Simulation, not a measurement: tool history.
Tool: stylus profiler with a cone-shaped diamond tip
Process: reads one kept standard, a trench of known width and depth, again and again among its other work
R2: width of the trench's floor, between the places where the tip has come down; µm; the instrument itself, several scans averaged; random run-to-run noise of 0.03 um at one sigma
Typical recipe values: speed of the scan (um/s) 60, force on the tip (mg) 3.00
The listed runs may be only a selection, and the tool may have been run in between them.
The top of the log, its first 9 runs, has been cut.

run 10 day=9.550 | speed_of_the_scan_(um/s)=60 force_on_the_tip_(mg)=3.00 | depth_of_the_trench_(Å)=5093.2 R2=24.30
run 11 day=10.746 | speed_of_the_scan_(um/s)=60 force_on_the_tip_(mg)=2.40 | depth_of_the_trench_(Å)=5080.5 R2=24.28
run 12 day=11.383 | speed_of_the_scan_(um/s)=60 force_on_the_tip_(mg)=2.40 | depth_of_the_trench_(Å)=5083.3 R2=24.18
run 13 day=12.546 | speed_of_the_scan_(um/s)=60 force_on_the_tip_(mg)=4.23 | depth_of_the_trench_(Å)=5119.5 R2=24.31
run 14 day=13.558 | speed_of_the_scan_(um/s)=60 force_on_the_tip_(mg)=6.82 | depth_of_the_trench_(Å)=5167.2 R2=24.33
run 15 day=14.917 | speed_of_the_scan_(um/s)=60 force_on_the_tip_(mg)=6.82 | depth_of_the_trench_(Å)=5162.6 R2=24.28
run 16 day=15.800 | speed_of_the_scan_(um/s)=184 force_on_the_tip_(mg)=6.82 | depth_of_the_trench_(Å)=5164.9 R2=23.89
run 17 day=16.954 | speed_of_the_scan_(um/s)=184 force_on_the_tip_(mg)=6.82 | depth_of_the_trench_(Å)=5164.5 R2=23.84
run 18 day=18.267 | speed_of_the_scan_(um/s)=184 force_on_the_tip_(mg)=6.82 | depth_of_the_trench_(Å)=5163.9 R2=23.82
run 19 day=18.867 | speed_of_the_scan_(um/s)=184 force_on_the_tip_(mg)=6.82 | depth_of_the_trench_(Å)=5163.3 R2=23.75
-- day=18.954 height scale calibrated on a step standard
run 20 day=20.250 | speed_of_the_scan_(um/s)=82 force_on_the_tip_(mg)=5.90 | depth_of_the_trench_(Å)=5149.7 R2=24.03
run 21 day=20.954 | speed_of_the_scan_(um/s)=43 force_on_the_tip_(mg)=4.39 | depth_of_the_trench_(Å)=5123.7 R2=24.09
run 22 day=22.292 | speed_of_the_scan_(um/s)=27 force_on_the_tip_(mg)=4.45 | depth_of_the_trench_(Å)=5124.2 R2=24.10
run 23 day=23.017 | speed_of_the_scan_(um/s)=175 force_on_the_tip_(mg)=4.44 | depth_of_the_trench_(Å)=5123.8 R2=23.57
run 24 day=23.908 | speed_of_the_scan_(um/s)=175 force_on_the_tip_(mg)=4.44 | depth_of_the_trench_(Å)=5124.5 R2=23.50
-- day=24.325 height scale calibrated on a step standard, once more
run 25 day=24.921 | speed_of_the_scan_(um/s)=81 force_on_the_tip_(mg)=1.15 | depth_of_the_trench_(Å)=5050.6 R2=23.57
run 26 day=25.517 | speed_of_the_scan_(um/s)=41 force_on_the_tip_(mg)=6.87 | depth_of_the_trench_(Å)=5167.2 R2=23.99
run 27 day=26.296 | speed_of_the_scan_(um/s)=99 force_on_the_tip_(mg)=2.23 | depth_of_the_trench_(Å)=5078.7 R2=23.61
run 28 day=27.233 | speed_of_the_scan_(um/s)=39 force_on_the_tip_(mg)=4.85 | depth_of_the_trench_(Å)=5131.6 R2=23.87
run 29 day=28.125 | speed_of_the_scan_(um/s)=39 force_on_the_tip_(mg)=4.85 | depth_of_the_trench_(Å)=5131.3 R2=23.90
run 30 day=29.221 | speed_of_the_scan_(um/s)=34 force_on_the_tip_(mg)=2.48 | depth_of_the_trench_(Å)=5085.5 R2=23.81
run 31 day=30.321 | speed_of_the_scan_(um/s)=169 force_on_the_tip_(mg)=2.14 | depth_of_the_trench_(Å)=5078.5 R2=23.09

Below are 4 alternative next runs, each starting from the tool's condition after run 31. Predict each:
run A day=31.529 | speed_of_the_scan_(um/s)=72 force_on_the_tip_(mg)=1.07 | depth_of_the_trench_(Å)=? R2=?
run B day=31.529 | speed_of_the_scan_(um/s)=24 force_on_the_tip_(mg)=3.00 | depth_of_the_trench_(Å)=? R2=?
run C day=31.529 | speed_of_the_scan_(um/s)=78 force_on_the_tip_(mg)=2.14 | depth_of_the_trench_(Å)=? R2=?
run D day=31.529 | speed_of_the_scan_(um/s)=210 force_on_the_tip_(mg)=2.13 | depth_of_the_trench_(Å)=? R2=?

run=A depth_of_the_trench_(Å)=5049.9 R2=23.39
run=B depth_of_the_trench_(Å)=5095.1 R2=23.79
run=C depth_of_the_trench_(Å)=5078.6 R2=23.54
run=D depth_of_the_trench_(Å)=5076.7 R2=22.90
What these runs would have given with no unlogged condition in the tool:
run=A depth_of_the_trench_(Å)=5048.2 R2=25.12
run=B depth_of_the_trench_(Å)=5093.4 R2=25.52
run=C depth_of_the_trench_(Å)=5076.9 R2=25.28
run=D depth_of_the_trench_(Å)=5074.9 R2=24.63

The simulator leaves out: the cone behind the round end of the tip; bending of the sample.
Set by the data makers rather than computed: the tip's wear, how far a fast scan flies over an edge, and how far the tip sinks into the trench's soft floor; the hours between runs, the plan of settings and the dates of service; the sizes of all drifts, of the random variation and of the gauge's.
